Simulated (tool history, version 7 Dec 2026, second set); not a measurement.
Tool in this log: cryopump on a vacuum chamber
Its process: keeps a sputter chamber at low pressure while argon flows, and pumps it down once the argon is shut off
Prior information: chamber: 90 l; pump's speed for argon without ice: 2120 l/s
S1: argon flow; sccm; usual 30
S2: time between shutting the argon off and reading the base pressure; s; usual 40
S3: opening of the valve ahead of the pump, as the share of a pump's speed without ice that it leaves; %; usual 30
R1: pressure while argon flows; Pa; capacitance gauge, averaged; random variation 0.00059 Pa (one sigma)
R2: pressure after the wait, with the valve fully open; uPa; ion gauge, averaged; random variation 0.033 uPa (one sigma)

run   hour  S1   S2  S3      R1    R2
  1      0  30   40  30  0.0805  2.35
  2   17.2  30   40  29  0.0827   2.3
  3     31  30   40  29  0.0824  2.39
  4     42  30   40  29  0.0843  2.37
  5   52.7  30   40  29  0.0829  2.33
  6   62.3  30   40  29  0.0826  2.38
  7   75.3  18   52  47  0.0315  1.91
  8   82.5  12  129  30  0.0318  1.25
  9     98  30   51  15  0.1597  2.03
 10  115.2  32   89  30  0.0857   1.5

What would each run have given without the hidden state, its run-to-run variation left as it was?
Unlogged tool condition in this case: pump's speed, % of a pump's without ice; cold plate's temperature, K; leak into the chamber, uPa l/s; drift of the gauge itself on working_pa, %; drift of the gauge itself on base_upa, %.
run      R1    R2
  1  0.0801  1.78
  2  0.0821  1.72
  3  0.0818   1.8
  4  0.0836  1.79
  5  0.0822  1.74
  6  0.0818  1.78
  7  0.0309  1.32
  8  0.0314  0.64
  9  0.1588  1.42
 10  0.0845  0.88
